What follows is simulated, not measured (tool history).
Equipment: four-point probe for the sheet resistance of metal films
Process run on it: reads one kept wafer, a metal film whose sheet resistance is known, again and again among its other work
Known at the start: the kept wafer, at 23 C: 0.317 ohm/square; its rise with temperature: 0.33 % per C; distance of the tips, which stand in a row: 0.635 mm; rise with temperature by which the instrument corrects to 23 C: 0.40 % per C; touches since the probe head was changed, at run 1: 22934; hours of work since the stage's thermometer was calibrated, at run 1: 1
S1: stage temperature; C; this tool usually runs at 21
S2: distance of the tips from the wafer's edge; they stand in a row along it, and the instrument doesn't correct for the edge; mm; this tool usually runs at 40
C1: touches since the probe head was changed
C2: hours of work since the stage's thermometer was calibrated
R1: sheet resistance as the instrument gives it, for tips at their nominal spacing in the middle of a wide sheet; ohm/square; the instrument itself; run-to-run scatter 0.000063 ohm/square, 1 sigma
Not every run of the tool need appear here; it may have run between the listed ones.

{"run": 1, "hour": 0.0, "S1": 21, "S2": 40, "C1": 22934, "C2": 1, "R1": 0.317915}
{"run": 2, "hour": 18.6, "S1": 21, "S2": 40, "C1": 23409, "C2": 13, "R1": 0.317926}
{"run": 3, "hour": 36.9, "S1": 21, "S2": 40, "C1": 23873, "C2": 24, "R1": 0.317866}
{"run": 4, "hour": 66.7, "S1": 19, "S2": 40, "C1": 24634, "C2": 43, "R1": 0.318146}
{"run": 5, "hour": 92.8, "S1": 19, "S2": 40, "C1": 25299, "C2": 59, "R1": 0.318387}
{"run": 6, "hour": 106.5, "S1": 19, "S2": 6, "C1": 25648, "C2": 68, "R1": 0.320188}
{"run": 7, "hour": 139.9, "S1": 28, "S2": 6, "C1": 26498, "C2": 88, "R1": 0.318101}
{"run": 8, "hour": 172.1, "S1": 28, "S2": 6, "C1": 27320, "C2": 109, "R1": 0.318248}
{"run": 9, "hour": 189.2, "S1": 28, "S2": 6, "C1": 27755, "C2": 119, "R1": 0.318248}
{"run": 10, "hour": 203.7, "S1": 28, "S2": 6, "C1": 28125, "C2": 128, "R1": 0.318266}
{"run": 11, "hour": 219.4, "S1": 28, "S2": 6, "C1": 28524, "C2": 138, "R1": 0.318251}
{"run": 12, "hour": 241.6, "S1": 28, "S2": 6, "C1": 29091, "C2": 152, "R1": 0.318155}
{"run": 13, "hour": 264.8, "S1": 28, "S2": 6, "C1": 29683, "C2": 166, "R1": 0.318329}
{"run": 14, "hour": 291.7, "S1": 28, "S2": 6, "C1": 30367, "C2": 183, "R1": 0.318195}
{"run": 15, "hour": 307.9, "S1": 28, "S2": 6, "C1": 30781, "C2": 193, "R1": 0.318127}
{"run": 16, "hour": 339.6, "S1": 28, "S2": 6, "C1": 31588, "C2": 213, "R1": 0.318155}
{"run": 17, "hour": 371.1, "S1": 28, "S2": 6, "C1": 32392, "C2": 233, "R1": 0.31819}
{"run": 18, "hour": 403.7, "S1": 21, "S2": 40, "C1": 33222, "C2": 253, "R1": 0.317809}
{"run": 19, "hour": 437.0, "S1": 21, "S2": 40, "C1": 34070, "C2": 274, "R1": 0.317831}
{"run": 20, "hour": 457.0, "S1": 21, "S2": 40, "C1": 34581, "C2": 286, "R1": 0.317786}
{"run": 21, "hour": 483.0, "S1": 21, "S2": 40, "C1": 35242, "C2": 302, "R1": 0.31785}
{"run": 22, "hour": 501.1, "S1": 21, "S2": 40, "C1": 35704, "C2": 314, "R1": 0.317788}
{"run": 23, "hour": 516.7, "S1": 21, "S2": 40, "C1": 36102, "C2": 323, "R1": 0.317746}
{"run": 24, "hour": 533.5, "S1": 24, "S2": 27, "C1": 36529, "C2": 334, "R1": 0.317151}
{"run": 25, "hour": 547.7, "S1": 23, "S2": 10, "C1": 36891, "C2": 343, "R1": 0.317994}
{"run": 26, "hour": 570.4, "S1": 21, "S2": 23, "C1": 37470, "C2": 357, "R1": 0.317876}
{"run": 27, "hour": 588.3, "S1": 34, "S2": 23, "C1": 37927, "C2": 368, "R1": 0.315045}
{"run": 28, "hour": 611.5, "S1": 34, "S2": 23, "C1": 38518, "C2": 382, "R1": 0.315105}
{"run": 29, "hour": 642.4, "S1": 25, "S2": 14, "C1": 39306, "C2": 402, "R1": 0.317164}
{"run": 30, "hour": 670.7, "S1": 21, "S2": 4, "C1": 40025, "C2": 419, "R1": 0.321917}
{"run": 31, "hour": 704.0, "S1": 30, "S2": 32, "C1": 40874, "C2": 440, "R1": 0.315762}
{"run": 32, "hour": 736.8, "S1": 24, "S2": 13, "C1": 41711, "C2": 461, "R1": 0.317405}
{"run": 33, "hour": 766.0, "S1": 21, "S2": 27, "C1": 42453, "C2": 479, "R1": 0.31775}
{"run": 34, "hour": 787.9, "S1": 28, "S2": 42, "C1": 43012, "C2": 492, "R1": 0.31606}
{"run": 35, "hour": 810.0, "S1": 24, "S2": 12, "C1": 43576, "C2": 506, "R1": 0.317407}
{"run": 36, "hour": 826.1, "S1": 24, "S2": 12, "C1": 43985, "C2": 516, "R1": 0.317552}
{"run": 37, "hour": 848.9, "S1": 20, "S2": 47, "C1": 44567, "C2": 530, "R1": 0.317851}
{"run": 38, "hour": 866.0, "S1": 20, "S2": 47, "C1": 45004, "C2": 541, "R1": 0.317765}
{"run": 39, "hour": 884.2, "S1": 33, "S2": 14, "C1": 45467, "C2": 552, "R1": 0.315347}
{"run": 40, "hour": 910.6, "S1": 33, "S2": 14, "C1": 46138, "C2": 569, "R1": 0.315409}
{"run": 41, "hour": 937.7, "S1": 33, "S2": 14, "C1": 46829, "C2": 586, "R1": 0.315463}
{"run": 42, "hour": 956.2, "S1": 23, "S2": 46, "C1": 47301, "C2": 597, "R1": 0.317211}

What does the tool deliver on the next run?
{"run": 43, "hour": 979.6, "S1": 23, "S2": 46, "C1": 47897, "C2": 612, "R1": "?"}

R1: 0.317283 ohm/square
With the hidden condition absent and the run-to-run variation left alone, this run would have shown R1 0.317116 ohm/square.
